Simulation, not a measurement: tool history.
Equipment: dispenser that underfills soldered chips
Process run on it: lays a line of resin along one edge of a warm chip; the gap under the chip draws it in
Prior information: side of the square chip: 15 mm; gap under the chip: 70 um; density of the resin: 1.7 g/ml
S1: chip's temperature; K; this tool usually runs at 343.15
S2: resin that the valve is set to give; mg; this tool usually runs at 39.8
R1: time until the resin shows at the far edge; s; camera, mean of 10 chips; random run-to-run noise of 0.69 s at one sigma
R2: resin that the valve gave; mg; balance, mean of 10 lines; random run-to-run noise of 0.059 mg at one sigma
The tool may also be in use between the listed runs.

run   hour      S1    S2     R1     R2
  1    0.0  343.15  39.8   82.3  39.22
  2    4.7  353.15  39.8   77.4  39.18
  3    8.2  346.15  39.8  116.5  39.07
      12.2  -- new syringe of resin
  4   13.6  346.15  39.8   60.8  38.95
  5   17.4  343.15  39.8   82.3  38.92
  6   20.8  343.15  39.8   97.0  38.88
      26.9  -- dispensing valve cleaned and set on the balance
  7   26.9  335.15  39.8  164.7  39.80
      30.8  -- new syringe of resin
  8   31.4  335.15  39.8   83.6  39.75
  9   36.8  335.15  39.8  109.8  39.72
 10   40.1  335.15  39.8  133.0  39.69
 11   43.9  335.15  39.8  160.5  39.59
 12   47.7  343.15  39.8  153.8  39.48
      48.3  -- new syringe of resin
 13   51.1  342.15  39.8   73.2  39.55
 14   57.6  342.15  39.8  104.2  39.49
 15   62.1  340.15  39.8  145.3  39.37
      66.1  -- new syringe of resin
 16   67.2  340.15  39.8   71.5  39.39
 17   72.4  355.15  44.5   58.1  43.82
 18   78.2  332.15  35.6  174.3  35.04
      83.7  -- new syringe of resin
 19   83.7  334.15  50.5   81.1  49.58
 20   89.7  340.15  51.7   91.5  50.52
      94.0  -- dispensing valve cleaned and set on the balance
 21   94.3  338.15  35.5  126.4  35.39
 22   97.6  342.15  35.5  132.9  35.41
 23  101.0  342.15  35.5  159.9  35.42
     102.4  -- new syringe of resin
 24  104.4  342.15  35.5   72.0  35.37

Each run again, without the hidden state but with its own random variation kept:
Hidden state at play: resin's viscosity, % of fresh resin's; dose that the valve gives, % of what is set; true chip temperature over the reading, C; drift of the gauge itself on fill_s, %; drift of the gauge itself on given_mg, %.
run    R1     R2
  1  62.7  39.82
  2  45.9  39.83
  3  57.0  39.78
  4  57.1  39.73
  5  63.0  39.76
  6  61.8  39.77
  7  79.6  39.75
  8  82.3  39.76
  9  80.5  39.80
 10  81.8  39.82
 11  79.8  39.77
 12  62.5  39.72
 13  64.2  39.83
 14  64.5  39.87
 15  70.1  39.82
 16  69.6  39.91
 17  42.8  44.47
 18  92.7  35.65
 19  82.3  50.53
 20  67.1  51.60
 21  76.2  35.44
 22  67.1  35.50
 23  66.9  35.56
 24  65.6  35.54
